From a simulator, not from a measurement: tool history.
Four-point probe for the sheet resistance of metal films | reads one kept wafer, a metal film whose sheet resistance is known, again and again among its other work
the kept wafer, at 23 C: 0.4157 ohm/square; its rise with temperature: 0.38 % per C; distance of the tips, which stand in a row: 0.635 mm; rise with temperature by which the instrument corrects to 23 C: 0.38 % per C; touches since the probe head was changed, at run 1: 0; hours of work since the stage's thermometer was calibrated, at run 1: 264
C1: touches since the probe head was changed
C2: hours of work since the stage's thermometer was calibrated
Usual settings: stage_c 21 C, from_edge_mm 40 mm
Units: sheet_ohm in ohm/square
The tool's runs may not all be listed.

run 1 hour=0 | stage_c=21 from_edge_mm=40 | C1=0 C2=264 | sheet_ohm=0.416386
run 2 hour=60.7 | stage_c=21 from_edge_mm=21 | C1=3030 C2=310 | sheet_ohm=0.416746
run 3 hour=101.4 | stage_c=21 from_edge_mm=21 | C1=5060 C2=342 | sheet_ohm=0.416718
run 4 hour=153.5 | stage_c=21 from_edge_mm=40 | C1=7659 C2=381 | sheet_ohm=0.416561
run 5 hour=221.6 | stage_c=21 from_edge_mm=56 | C1=11057 C2=433 | sheet_ohm=0.416771
run 6 hour=269.4 | stage_c=21 from_edge_mm=56 | C1=13447 C2=470 | sheet_ohm=0.416689
run 7 hour=324.1 | stage_c=21 from_edge_mm=56 | C1=16175 C2=512 | sheet_ohm=0.416924
run 8 hour=356.3 | stage_c=29 from_edge_mm=70 | C1=17780 C2=536 | sheet_ohm=0.416754
run 9 hour=418.3 | stage_c=34 from_edge_mm=21 | C1=20876 C2=584 | sheet_ohm=0.416901
run 10 hour=454.5 | stage_c=29 from_edge_mm=5 | C1=22683 C2=611 | sheet_ohm=0.420233
run 11 hour=519.4 | stage_c=29 from_edge_mm=5 | C1=25919 C2=661 | sheet_ohm=0.420474
run 12 hour=565.5 | stage_c=29 from_edge_mm=9 | C1=28220 C2=696 | sheet_ohm=0.417943

3 ways to go on from here, each from the tool as it stands after run 12. What would each give?
run A hour=603.6 | stage_c=24 from_edge_mm=40 | C1=30123 C2=725 | sheet_ohm=?
run B hour=603.6 | stage_c=29 from_edge_mm=51 | C1=30123 C2=725 | sheet_ohm=?
run C hour=603.6 | stage_c=33 from_edge_mm=38 | C1=30123 C2=725 | sheet_ohm=?

run=A sheet_ohm=0.417065
run=B sheet_ohm=0.416977
run=C sheet_ohm=0.416921
Without the tool's hidden state the same runs would have given:
run=A sheet_ohm=0.415663
run=B sheet_ohm=0.415566
run=C sheet_ohm=0.415504
